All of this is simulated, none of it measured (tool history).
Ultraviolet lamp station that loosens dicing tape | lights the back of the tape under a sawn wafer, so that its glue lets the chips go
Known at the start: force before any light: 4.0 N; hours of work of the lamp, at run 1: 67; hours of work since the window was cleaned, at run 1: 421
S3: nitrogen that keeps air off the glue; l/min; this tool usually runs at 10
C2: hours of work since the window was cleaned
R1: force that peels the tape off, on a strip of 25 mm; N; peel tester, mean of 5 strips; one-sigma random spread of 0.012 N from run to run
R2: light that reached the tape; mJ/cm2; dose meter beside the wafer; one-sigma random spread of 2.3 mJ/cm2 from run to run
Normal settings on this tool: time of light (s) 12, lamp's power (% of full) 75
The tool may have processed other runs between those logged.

run 1 hour=0.0 | time_of_light_(s)=12 lamp's_power_(%_of_full)=75 S3=10 | hours_of_work_of_the_lamp=67 C2=421 | R1=0.705 R2=180
run 2 hour=41.5 | time_of_light_(s)=12 lamp's_power_(%_of_full)=75 S3=10 | hours_of_work_of_the_lamp=99 C2=454 | R1=0.756 R2=178
-- hour=74.2 window cleaned of glue's vapour
run 3 hour=76.0 | time_of_light_(s)=22 lamp's_power_(%_of_full)=75 S3=10 | hours_of_work_of_the_lamp=125 C2=1 | R1=0.188 R2=355
run 4 hour=123.2 | time_of_light_(s)=22 lamp's_power_(%_of_full)=75 S3=10 | hours_of_work_of_the_lamp=162 C2=38 | R1=0.200 R2=355
run 5 hour=149.3 | time_of_light_(s)=12 lamp's_power_(%_of_full)=75 S3=10 | hours_of_work_of_the_lamp=182 C2=58 | R1=0.704 R2=190
run 6 hour=169.5 | time_of_light_(s)=12 lamp's_power_(%_of_full)=75 S3=10 | hours_of_work_of_the_lamp=197 C2=74 | R1=0.662 R2=191
run 7 hour=210.3 | time_of_light_(s)=12 lamp's_power_(%_of_full)=75 S3=10 | hours_of_work_of_the_lamp=229 C2=105 | R1=0.709 R2=182
run 8 hour=252.3 | time_of_light_(s)=12 lamp's_power_(%_of_full)=75 S3=10 | hours_of_work_of_the_lamp=262 C2=138 | R1=0.738 R2=181
run 9 hour=281.5 | time_of_light_(s)=12 lamp's_power_(%_of_full)=75 S3=10 | hours_of_work_of_the_lamp=284 C2=161 | R1=0.729 R2=179
run 10 hour=327.4 | time_of_light_(s)=12 lamp's_power_(%_of_full)=75 S3=10 | hours_of_work_of_the_lamp=320 C2=196 | R1=0.765 R2=172
run 11 hour=374.3 | time_of_light_(s)=12 lamp's_power_(%_of_full)=75 S3=10 | hours_of_work_of_the_lamp=356 C2=232 | R1=0.770 R2=166
run 12 hour=417.0 | time_of_light_(s)=12 lamp's_power_(%_of_full)=75 S3=10 | hours_of_work_of_the_lamp=389 C2=266 | R1=0.860 R2=165
run 13 hour=460.6 | time_of_light_(s)=12 lamp's_power_(%_of_full)=66 S3=10 | hours_of_work_of_the_lamp=423 C2=299 | R1=0.985 R2=141
run 14 hour=508.8 | time_of_light_(s)=12 lamp's_power_(%_of_full)=66 S3=10 | hours_of_work_of_the_lamp=460 C2=337 | R1=1.085 R2=141
run 15 hour=545.1 | time_of_light_(s)=12 lamp's_power_(%_of_full)=66 S3=10 | hours_of_work_of_the_lamp=489 C2=365 | R1=1.082 R2=131
run 16 hour=566.5 | time_of_light_(s)=12 lamp's_power_(%_of_full)=66 S3=10 | hours_of_work_of_the_lamp=505 C2=381 | R1=1.100 R2=133
run 17 hour=605.8 | time_of_light_(s)=12 lamp's_power_(%_of_full)=66 S3=10 | hours_of_work_of_the_lamp=535 C2=412 | R1=1.157 R2=132
run 18 hour=627.4 | time_of_light_(s)=12 lamp's_power_(%_of_full)=66 S3=10 | hours_of_work_of_the_lamp=552 C2=429 | R1=1.183 R2=130
run 19 hour=654.3 | time_of_light_(s)=12 lamp's_power_(%_of_full)=75 S3=10 | hours_of_work_of_the_lamp=573 C2=449 | R1=1.031 R2=145
run 20 hour=688.6 | time_of_light_(s)=12 lamp's_power_(%_of_full)=75 S3=10 | hours_of_work_of_the_lamp=600 C2=476 | R1=1.004 R2=145
-- hour=691.7 window cleaned of glue's vapour
run 21 hour=734.0 | time_of_light_(s)=12 lamp's_power_(%_of_full)=75 S3=10 | hours_of_work_of_the_lamp=634 C2=33 | R1=0.925 R2=153
run 22 hour=779.0 | time_of_light_(s)=12 lamp's_power_(%_of_full)=75 S3=4 | hours_of_work_of_the_lamp=669 C2=68 | R1=1.333 R2=150
run 23 hour=818.9 | time_of_light_(s)=12 lamp's_power_(%_of_full)=75 S3=4 | hours_of_work_of_the_lamp=700 C2=99 | R1=1.340 R2=148
run 24 hour=843.7 | time_of_light_(s)=13 lamp's_power_(%_of_full)=75 S3=10 | hours_of_work_of_the_lamp=719 C2=118 | R1=0.875 R2=163
run 25 hour=871.1 | time_of_light_(s)=9 lamp's_power_(%_of_full)=75 S3=15 | hours_of_work_of_the_lamp=741 C2=139 | R1=1.214 R2=107
run 26 hour=900.5 | time_of_light_(s)=9 lamp's_power_(%_of_full)=75 S3=15 | hours_of_work_of_the_lamp=763 C2=162 | R1=1.295 R2=107
run 27 hour=935.4 | time_of_light_(s)=23 lamp's_power_(%_of_full)=75 S3=11 | hours_of_work_of_the_lamp=790 C2=189 | R1=0.324 R2=268
run 28 hour=968.9 | time_of_light_(s)=18 lamp's_power_(%_of_full)=87 S3=7 | hours_of_work_of_the_lamp=816 C2=215 | R1=0.528 R2=237
run 29 hour=1004.0 | time_of_light_(s)=21 lamp's_power_(%_of_full)=87 S3=7 | hours_of_work_of_the_lamp=844 C2=242 | R1=0.411 R2=274
-- hour=1015.6 lamp changed
run 30 hour=1030.0 | time_of_light_(s)=6 lamp's_power_(%_of_full)=92 S3=19 | hours_of_work_of_the_lamp=11 C2=261 | R1=1.067 R2=121
run 31 hour=1068.4 | time_of_light_(s)=12 lamp's_power_(%_of_full)=75 S3=11 | hours_of_work_of_the_lamp=41 C2=291 | R1=0.621 R2=192
run 32 hour=1112.5 | time_of_light_(s)=24 lamp's_power_(%_of_full)=64 S3=11 | hours_of_work_of_the_lamp=75 C2=325 | R1=0.231 R2=321
run 33 hour=1158.1 | time_of_light_(s)=20 lamp's_power_(%_of_full)=64 S3=4 | hours_of_work_of_the_lamp=110 C2=361 | R1=0.624 R2=258
run 34 hour=1197.1 | time_of_light_(s)=15 lamp's_power_(%_of_full)=75 S3=15 | hours_of_work_of_the_lamp=141 C2=391 | R1=0.405 R2=222
run 35 hour=1226.6 | time_of_light_(s)=15 lamp's_power_(%_of_full)=75 S3=15 | hours_of_work_of_the_lamp=164 C2=414 | R1=0.429 R2=218
run 36 hour=1274.7 | time_of_light_(s)=15 lamp's_power_(%_of_full)=75 S3=15 | hours_of_work_of_the_lamp=201 C2=451 | R1=0.425 R2=213
-- hour=1311.4 window cleaned of glue's vapour
run 37 hour=1322.8 | time_of_light_(s)=15 lamp's_power_(%_of_full)=75 S3=15 | hours_of_work_of_the_lamp=238 C2=9 | R1=0.377 R2=235
run 38 hour=1361.9 | time_of_light_(s)=12 lamp's_power_(%_of_full)=78 S3=8 | hours_of_work_of_the_lamp=268 C2=39 | R1=0.711 R2=189
run 39 hour=1411.5 | time_of_light_(s)=12 lamp's_power_(%_of_full)=78 S3=8 | hours_of_work_of_the_lamp=306 C2=78 | R1=0.731 R2=186
run 40 hour=1459.8 | time_of_light_(s)=12 lamp's_power_(%_of_full)=78 S3=8 | hours_of_work_of_the_lamp=344 C2=115 | R1=0.787 R2=180
run 41 hour=1505.9 | time_of_light_(s)=12 lamp's_power_(%_of_full)=78 S3=8 | hours_of_work_of_the_lamp=379 C2=151 | R1=0.833 R2=179
run 42 hour=1536.2 | time_of_light_(s)=12 lamp's_power_(%_of_full)=68 S3=4 | hours_of_work_of_the_lamp=403 C2=174 | R1=1.267 R2=149

What if the next run were any one of these 5? Each begins from the tool's condition after run 42:
run A hour=1556.3 | time_of_light_(s)=15 lamp's_power_(%_of_full)=77 S3=5 | hours_of_work_of_the_lamp=419 C2=190 | R1=? R2=?
run B hour=1556.3 | time_of_light_(s)=12 lamp's_power_(%_of_full)=70 S3=10 | hours_of_work_of_the_lamp=419 C2=190 | R1=? R2=?
run C hour=1556.3 | time_of_light_(s)=17 lamp's_power_(%_of_full)=67 S3=10 | hours_of_work_of_the_lamp=419 C2=190 | R1=? R2=?
run D hour=1556.3 | time_of_light_(s)=7 lamp's_power_(%_of_full)=92 S3=3 | hours_of_work_of_the_lamp=419 C2=190 | R1=? R2=?
run E hour=1556.3 | time_of_light_(s)=15 lamp's_power_(%_of_full)=92 S3=5 | hours_of_work_of_the_lamp=419 C2=190 | R1=? R2=?

run=A R1=0.732 R2=211
run=B R1=0.876 R2=156
run=C R1=0.558 R2=211
run=D R1=1.818 R2=121
run=E R1=0.570 R2=255
The same runs, with their run-to-run variation unchanged, on a tool lacking any hidden condition would have given:
run=A R1=0.495 R2=266
run=B R1=0.610 R2=196
run=C R1=0.364 R2=264
run=D R1=1.485 R2=152
run=E R1=0.370 R2=320

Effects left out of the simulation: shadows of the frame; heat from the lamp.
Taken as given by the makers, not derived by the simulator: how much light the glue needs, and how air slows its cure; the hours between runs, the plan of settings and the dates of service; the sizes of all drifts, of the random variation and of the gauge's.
